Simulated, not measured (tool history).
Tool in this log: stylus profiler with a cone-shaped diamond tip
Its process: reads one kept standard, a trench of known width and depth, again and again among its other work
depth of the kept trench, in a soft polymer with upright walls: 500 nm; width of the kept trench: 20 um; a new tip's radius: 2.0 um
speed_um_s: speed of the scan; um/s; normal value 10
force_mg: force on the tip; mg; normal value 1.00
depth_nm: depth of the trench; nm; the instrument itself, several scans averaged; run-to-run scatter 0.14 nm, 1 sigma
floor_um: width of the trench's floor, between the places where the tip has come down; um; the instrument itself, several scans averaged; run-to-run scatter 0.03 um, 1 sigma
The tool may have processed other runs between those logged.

run     day  speed_um_s  force_mg  depth_nm  floor_um
  1   0.000          10      1.00    501.49     17.22
  2   2.467          10      1.00    501.55     17.26
  3   4.238          10      0.34    501.02     17.23
  4   6.796          10      0.34    500.73     17.22
  5   9.417          10      0.34    500.94     17.16
  6  11.300          10      0.34    500.77     17.17
  7  12.971          10      0.34    500.53     17.18
  8  14.850           3      0.34    500.77     17.28
  9  16.362           3      0.34    500.89     17.31
 10  18.817          10      1.00    501.60     17.23
 11  20.346          10      0.45    501.13     17.22
 12  22.592          10      1.00    501.62     17.17
 13  24.125          10      1.00    501.54     17.24
 14  26.662          10      1.20    501.91     17.21
 15  29.208          10      1.20    501.58     17.19
 16  32.017          10      1.20    501.87     17.19
 17  35.104          13      0.99    501.61     17.17
     35.479  -- new tip fitted, height scale calibrated
 18  36.825           7      0.69    501.14     17.26
 19  38.767          11      2.78    503.28     17.32
 20  41.042           5      2.42    502.90     17.30
 21  42.342           3      0.83    501.53     17.30
 22  44.558           3      0.83    501.27     17.32
 23  46.212          13      2.53    503.08     17.30
 24  47.871          13      2.53    503.00     17.25
 25  50.529          28      1.62    502.39     17.13
 26  53.038          28      1.62    502.09     17.12
 27  54.704          28      1.62    502.15     17.12
 28  57.571           3      1.00    501.88     17.36
 29  60.204           3      1.00    501.44     17.38
 30  62.542           3      1.00    501.79     17.35
 31  64.054           3      1.00    501.56     17.34

Below, some changes in floor_um between adjacent runs. For each, the amount present without the hidden state too (settings, incoming material, random variation) and the amount remaining for the hidden state with gauge scatter not shared by both compared results:
The tool's hidden condition here consists of: radius of the tip, um; height scale over the true one, %; drift of the gauge itself on depth_nm, %; drift of the gauge itself on floor_um, %.
Run 3 -> 4: no setting touched and nothing written in the log between the runs. floor_um -0.01 um: hidden state -0.01, all else +0.00.
Run 4 -> 5: no setting touched and nothing written in the log between the runs. floor_um -0.06 um: hidden state +0.01, all else -0.07.
Run 7 -> 8: speed_um_s 10 -> 3. floor_um +0.10 um: hidden state +0.01, all else +0.09.
Run 17 -> 18: speed_um_s 13 -> 7, force_mg 0.99 -> 0.69, new tip fitted, height scale calibrated. floor_um +0.09 um: hidden state +0.03, all else +0.06.
Run 24 -> 25: speed_um_s 13 -> 28, force_mg 2.53 -> 1.62. floor_um -0.12 um: hidden state +0.01, all else -0.13.
Run 27 -> 28: speed_um_s 28 -> 3, force_mg 1.62 -> 1.00. floor_um +0.24 um: hidden state +0.00, all else +0.24.
